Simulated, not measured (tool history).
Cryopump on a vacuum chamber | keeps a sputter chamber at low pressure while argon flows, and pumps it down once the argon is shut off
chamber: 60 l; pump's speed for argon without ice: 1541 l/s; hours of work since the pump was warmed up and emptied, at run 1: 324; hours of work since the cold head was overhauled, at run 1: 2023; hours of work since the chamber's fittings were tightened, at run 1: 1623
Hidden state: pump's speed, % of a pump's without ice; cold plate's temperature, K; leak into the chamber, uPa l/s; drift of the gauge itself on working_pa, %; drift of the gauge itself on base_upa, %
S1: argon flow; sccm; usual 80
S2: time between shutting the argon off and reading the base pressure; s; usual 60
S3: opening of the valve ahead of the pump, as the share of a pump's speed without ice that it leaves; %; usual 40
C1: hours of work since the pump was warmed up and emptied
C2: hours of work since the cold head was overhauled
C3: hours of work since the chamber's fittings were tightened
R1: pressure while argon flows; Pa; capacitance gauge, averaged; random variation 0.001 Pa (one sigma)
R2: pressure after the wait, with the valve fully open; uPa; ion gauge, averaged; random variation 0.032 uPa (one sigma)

run,hour,S1,S2,S3,C1,C2,C3,R1,R2
1,0.0,80,60,40,324,2023,1623,0.2283,2.61
2,90.7,41,60,40,403,2101,1701,0.1182,2.62
3,147.8,41,60,40,452,2151,1750,0.1175,2.65
4,235.0,41,60,40,527,2226,1826,0.1186,2.73
5,319.0,41,60,40,600,2299,1898,0.1193,2.84
6,402.1,80,60,40,672,2370,1970,0.2378,2.88
7,446.3,80,60,40,710,2409,2008,0.2388,2.92
8,533.6,80,60,40,785,2484,2084,0.2391,2.95
# hour 550.7: pump warmed up, emptied and cooled again
9,621.0,80,60,40,61,2555,2155,0.2225,2.84
10,661.6,80,60,40,96,2590,2190,0.2214,2.89
11,719.9,80,60,40,146,2641,2240,0.2258,2.83
12,759.4,80,60,40,180,2675,2274,0.2251,2.87
13,843.5,80,60,40,253,2747,2347,0.2256,3.02
14,896.7,144,22,46,299,2793,2393,0.3607,5.44
# hour 938.8: leaking fittings of the chamber tightened, without venting
15,960.4,144,22,46,352,2847,19,0.3584,4.29
16,1016.1,64,28,33,400,2895,67,0.2207,3.46
17,1053.9,131,57,23,433,2927,99,0.6474,1.78
18,1122.1,95,28,40,492,2986,158,0.2751,3.47
19,1169.7,80,22,40,533,3027,199,0.2327,4.29
20,1227.0,80,22,40,582,3077,249,0.2335,4.28
21,1275.0,80,78,22,624,3118,290,0.4153,1.52
22,1362.5,114,60,40,700,3194,366,0.3384,1.94
23,1410.5,59,60,40,741,3236,407,0.1749,1.96
# hour 1475.1: pump warmed up, emptied and cooled again
24,1506.1,80,41,26,27,3314,486,0.3430,2.59
25,1590.5,80,41,26,100,3387,559,0.3410,2.60

Hidden state at the last listed run before each entry between runs and at the first one after, where it differs:
Between runs 8 and 9: pump warmed up, emptied and cooled again (hour 550.7)
  pump's speed, % of a pump's without ice: 82.7 -> 98.2; cold plate's temperature, K: 12.88 -> 12.9; leak into the chamber, uPa l/s: 1950 -> 2004
  measured less the result without the state, R1: +0.0202 -> +0.0032 Pa; R2: +1.34 -> +1.18 uPa
Between runs 14 and 15: leaking fittings of the chamber tightened, without venting (hour 938.8)
  pump's speed, % of a pump's without ice: 93.3 -> 92.1; cold plate's temperature, K: 12.97 -> 12.99; leak into the chamber, uPa l/s: 2189 -> 354
  measured less the result without the state, R1: +0.0148 -> +0.0169 Pa; R2: +1.34 -> +0.06 uPa
Between runs 23 and 24: pump warmed up, emptied and cooled again (hour 1475.1)
  pump's speed, % of a pump's without ice: 84.2 -> 98.6; cold plate's temperature, K: 13.1 -> 13.12; leak into the chamber, uPa l/s: 656 -> 719
  measured less the result without the state, R1: +0.0137 -> +0.0033 Pa; R2: +0.31 -> +0.29 uPa

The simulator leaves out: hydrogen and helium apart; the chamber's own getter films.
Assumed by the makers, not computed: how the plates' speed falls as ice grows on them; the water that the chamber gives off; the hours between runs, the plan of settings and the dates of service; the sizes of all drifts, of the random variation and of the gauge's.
